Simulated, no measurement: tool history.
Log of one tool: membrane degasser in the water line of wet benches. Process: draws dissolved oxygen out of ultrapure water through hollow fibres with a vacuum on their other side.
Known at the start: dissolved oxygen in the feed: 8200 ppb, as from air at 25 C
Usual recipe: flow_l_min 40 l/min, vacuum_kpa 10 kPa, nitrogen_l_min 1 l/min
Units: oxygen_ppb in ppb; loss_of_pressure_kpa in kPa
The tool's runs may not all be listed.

Run 1, hour 0: usual settings. Result: oxygen_ppb 731.8 ppb, loss_of_pressure_kpa 44.76 kPa.
Run 2, hour 231.6: usual settings. Result: oxygen_ppb 750.8 ppb, loss_of_pressure_kpa 44.75 kPa.
Run 3, hour 357.5: usual settings but vacuum_kpa 6.9 kPa. Result: oxygen_ppb 521.3 ppb, loss_of_pressure_kpa 45.14 kPa.
Run 4, hour 519.9: usual settings but vacuum_kpa 6.9 kPa. Result: oxygen_ppb 531.5 ppb, loss_of_pressure_kpa 45.03 kPa.
Run 5, hour 740.6: usual settings but vacuum_kpa 6.9 kPa. Result: oxygen_ppb 536.8 ppb, loss_of_pressure_kpa 45.03 kPa.
Run 6, hour 961.1: usual settings but vacuum_kpa 6.9 kPa. Result: oxygen_ppb 533.3 ppb, loss_of_pressure_kpa 44.91 kPa.
Run 7, hour 1150.5: usual settings but vacuum_kpa 6.9 kPa. Result: oxygen_ppb 538.9 ppb, loss_of_pressure_kpa 45.28 kPa.
Run 8, hour 1269.9: usual settings but vacuum_kpa 6.9 kPa. Result: oxygen_ppb 535.3 ppb, loss_of_pressure_kpa 45.16 kPa.
Run 9, hour 1383.7: usual settings but vacuum_kpa 16.6 kPa. Result: oxygen_ppb 1190.7 ppb, loss_of_pressure_kpa 45.21 kPa.
Run 10, hour 1578.9: usual settings but vacuum_kpa 16.6 kPa, nitrogen_l_min 0.43 l/min. Result: oxygen_ppb 1859.7 ppb, loss_of_pressure_kpa 45.09 kPa.
At hour 1750.8: seals of the vacuum lines changed.
Run 11, hour 1781.6: usual settings but vacuum_kpa 16.6 kPa, nitrogen_l_min 0.43 l/min. Result: oxygen_ppb 1938.5 ppb, loss_of_pressure_kpa 44.82 kPa.
Run 12, hour 2009.5: usual settings but nitrogen_l_min 2.75 l/min. Result: oxygen_ppb 473.1 ppb, loss_of_pressure_kpa 45.11 kPa.
Run 13, hour 2122.5: usual settings but nitrogen_l_min 2.75 l/min. Result: oxygen_ppb 468.5 ppb, loss_of_pressure_kpa 45.21 kPa.
Run 14, hour 2296.4: usual settings but nitrogen_l_min 2.75 l/min. Result: oxygen_ppb 477.4 ppb, loss_of_pressure_kpa 45.55 kPa.
Run 15, hour 2419.4: usual settings but nitrogen_l_min 2.75 l/min. Result: oxygen_ppb 467.3 ppb, loss_of_pressure_kpa 45.85 kPa.
Run 16, hour 2516.5: usual settings but nitrogen_l_min 2.75 l/min. Result: oxygen_ppb 473.7 ppb, loss_of_pressure_kpa 45.4 kPa.
Run 17, hour 2616.9: usual settings but flow_l_min 42 l/min, vacuum_kpa 10.2 kPa, nitrogen_l_min 2.52 l/min. Result: oxygen_ppb 533.9 ppb, loss_of_pressure_kpa 47.92 kPa.
Run 18, hour 2726.6: usual settings but flow_l_min 47 l/min, vacuum_kpa 14.8 kPa. Result: oxygen_ppb 1231.1 ppb, loss_of_pressure_kpa 53.01 kPa.
Run 19, hour 2829.2: usual settings but flow_l_min 38 l/min, vacuum_kpa 22.4 kPa. Result: oxygen_ppb 1483.9 ppb, loss_of_pressure_kpa 43.46 kPa.
Run 20, hour 2979.3: usual settings but flow_l_min 38 l/min, vacuum_kpa 22.4 kPa. Result: oxygen_ppb 1471.7 ppb, loss_of_pressure_kpa 43.16 kPa.
At hour 2997.8: vacuum gauge calibrated.
Run 21, hour 3177.6: usual settings but flow_l_min 49 l/min, vacuum_kpa 8.3 kPa, nitrogen_l_min 1.51 l/min. Result: oxygen_ppb 677 ppb, loss_of_pressure_kpa 55.89 kPa.
Run 22, hour 3307.8: usual settings but flow_l_min 44 l/min, vacuum_kpa 15.5 kPa, nitrogen_l_min 0.97 l/min. Result: oxygen_ppb 1252.2 ppb, loss_of_pressure_kpa 49.94 kPa.
Run 23, hour 3437.4: usual settings but flow_l_min 53 l/min, nitrogen_l_min 1.05 l/min. Result: oxygen_ppb 1004.2 ppb, loss_of_pressure_kpa 60.45 kPa.
Run 24, hour 3576.1: usual settings but flow_l_min 39 l/min, vacuum_kpa 11.2 kPa, nitrogen_l_min 0.51 l/min. Result: oxygen_ppb 1209.3 ppb, loss_of_pressure_kpa 44.51 kPa.
Run 25, hour 3793.9: usual settings but flow_l_min 62 l/min, vacuum_kpa 22.6 kPa, nitrogen_l_min 0.66 l/min. Result: oxygen_ppb 2618 ppb, loss_of_pressure_kpa 71.62 kPa.
Run 26, hour 3901.9: usual settings but flow_l_min 62 l/min, vacuum_kpa 22.6 kPa, nitrogen_l_min 0.66 l/min. Result: oxygen_ppb 2596.6 ppb, loss_of_pressure_kpa 71.11 kPa.
Run 27, hour 4016.8: usual settings but flow_l_min 62 l/min, vacuum_kpa 12.3 kPa, nitrogen_l_min 2.38 l/min. Result: oxygen_ppb 935.3 ppb, loss_of_pressure_kpa 70.88 kPa.
At hour 4064.1: vacuum gauge calibrated, once more.
Run 28, hour 4243.2: usual settings but flow_l_min 24 l/min. Result: oxygen_ppb 449.6 ppb, loss_of_pressure_kpa 27.76 kPa.
Run 29, hour 4464: usual settings but flow_l_min 24 l/min. Result: oxygen_ppb 448.7 ppb, loss_of_pressure_kpa 27.51 kPa.
Run 30, hour 4670.7: usual settings but flow_l_min 32 l/min, vacuum_kpa 13.1 kPa, nitrogen_l_min 0.86 l/min. Result: oxygen_ppb 858.9 ppb, loss_of_pressure_kpa 36.89 kPa.
Run 31, hour 4861.5: usual settings but flow_l_min 61 l/min. Result: oxygen_ppb 1118.9 ppb, loss_of_pressure_kpa 70.15 kPa.

What if the next run were any one of these 5? Each begins from the tool's condition after run 31:
Run A, hour 5019.3: usual settings but vacuum_kpa 14.6 kPa, nitrogen_l_min 2.04 l/min. Result: oxygen_ppb ?, loss_of_pressure_kpa ?.
Run B, hour 5019.3: usual settings but flow_l_min 61 l/min, nitrogen_l_min 1.17 l/min. Result: oxygen_ppb ?, loss_of_pressure_kpa ?.
Run C, hour 5019.3: usual settings but flow_l_min 61 l/min, nitrogen_l_min 0.98 l/min. Result: oxygen_ppb ?, loss_of_pressure_kpa ?.
Run D, hour 5019.3: usual settings but flow_l_min 54 l/min, vacuum_kpa 10.6 kPa, nitrogen_l_min 0.59 l/min. Result: oxygen_ppb ?, loss_of_pressure_kpa ?.
Run E, hour 5019.3: usual settings but flow_l_min 61 l/min, vacuum_kpa 19.5 kPa, nitrogen_l_min 0.49 l/min. Result: oxygen_ppb ?, loss_of_pressure_kpa ?.

run  oxygen_ppb  loss_of_pressure_kpa
  A       706.7                 46.08
  B      1058.6                 70.36
  C      1142.5                 70.15
  D      1313.6                  62.5
  E      2641.4                 70.81
Had the tool no hidden state, the same runs would have come out as:
run  oxygen_ppb  loss_of_pressure_kpa
  A       653.3                 43.14
  B       979.4                 65.86
  C      1063.9                 65.68
  D      1248.8                  58.5
  E      2593.7                  66.3
